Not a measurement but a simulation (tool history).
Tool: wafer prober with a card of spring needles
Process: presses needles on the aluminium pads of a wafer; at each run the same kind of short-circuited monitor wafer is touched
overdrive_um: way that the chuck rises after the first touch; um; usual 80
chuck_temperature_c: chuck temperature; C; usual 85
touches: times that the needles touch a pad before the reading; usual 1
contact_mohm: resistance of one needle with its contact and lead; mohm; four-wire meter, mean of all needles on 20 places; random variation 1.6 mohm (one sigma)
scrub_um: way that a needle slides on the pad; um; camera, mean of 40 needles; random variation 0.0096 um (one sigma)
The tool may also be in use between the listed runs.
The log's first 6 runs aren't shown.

run,hour,overdrive_um,chuck_temperature_c,touches,touches since the tips were cleaned,cleanings since the card got new needles,touches since the first contact's height was set,contact_mohm,scrub_um
7,132.1,80,85,3,7046,29,115541,150,10.568
# hour 136.3: tips cleaned on abrasive film
8,148.7,80,85,3,4313,30,121265,149,10.581
# hour 160.4: tips cleaned on abrasive film
9,176.2,80,85,1,5484,31,130797,154,10.54
# hour 186: tips cleaned on abrasive film
10,204.3,80,85,1,6345,32,140537,151,10.495
# hour 211.7: tips cleaned on abrasive film
11,224,80,85,1,4286,33,147359,151,10.474
# hour 226.8: height of the first contact set anew
# hour 236.5: tips cleaned on abrasive film
12,236.5,80,85,1,0,34,3326,150,10.459
# hour 237.9: gauge calibrated
# hour 260.9: tips cleaned on abrasive film
13,262.5,80,85,1,543,35,12334,151,10.73
14,280.6,80,85,1,6851,35,18642,151,10.703
# hour 285: tips cleaned on abrasive film
15,305.9,80,85,1,7264,36,27386,151,10.652
# hour 310.3: tips cleaned on abrasive film
16,330.4,80,76,1,6995,37,35899,150,10.652
# hour 335.4: tips cleaned on abrasive film
17,352.2,66,27,1,5848,38,43424,145,8.762
# hour 359.5: tips cleaned on abrasive film
18,368.1,66,27,1,3002,39,48935,143,8.741
# hour 383.5: tips cleaned on abrasive film
19,387.4,70,85,2,1348,40,55602,152,9.24
20,401.7,67,89,1,6312,40,60566,152,8.839
# hour 408.7: tips cleaned on abrasive film
21,427.3,67,89,1,6474,41,69456,154,8.811
# hour 434.1: tips cleaned on abrasive film
22,450.1,73,31,1,5562,42,77345,143,9.58
# hour 459: tips cleaned on abrasive film
23,473.1,74,31,2,4910,43,85297,141,9.684
# hour 483.1: tips cleaned on abrasive film
24,501.2,74,31,2,6291,44,95040,141,9.617
# hour 508.2: tips cleaned on abrasive film
25,522.9,80,38,1,5113,45,102567,144,10.408
# hour 533.2: tips cleaned on abrasive film
26,543.6,80,38,1,3624,46,109715,142,10.36
# hour 559.5: tips cleaned on abrasive film
27,566.1,80,85,1,2289,47,117525,152,10.365
28,580.5,65,85,2,7300,47,122536,156,8.386
# hour 583.8: tips cleaned on abrasive film
29,602.4,73,85,3,6446,48,130093,150,9.387
# hour 609.7: tips cleaned on abrasive film
30,623.6,99,31,3,4843,49,137449,139,12.712
# hour 635.9: tips cleaned on abrasive film
31,636.5,99,31,3,195,50,141889,138,12.696

The next listed run, before its measurement:
# hour 653.8: height of the first contact set anew
# hour 661.8: tips cleaned on abrasive film
32,661.8,79,32,1,5,51,2728,?,?

Run 32 gave contact_mohm 141 mohm, scrub_um 10.084 um.
Without the tool's hidden state the same run would have given contact_mohm 141 mohm, scrub_um 10.614 um.
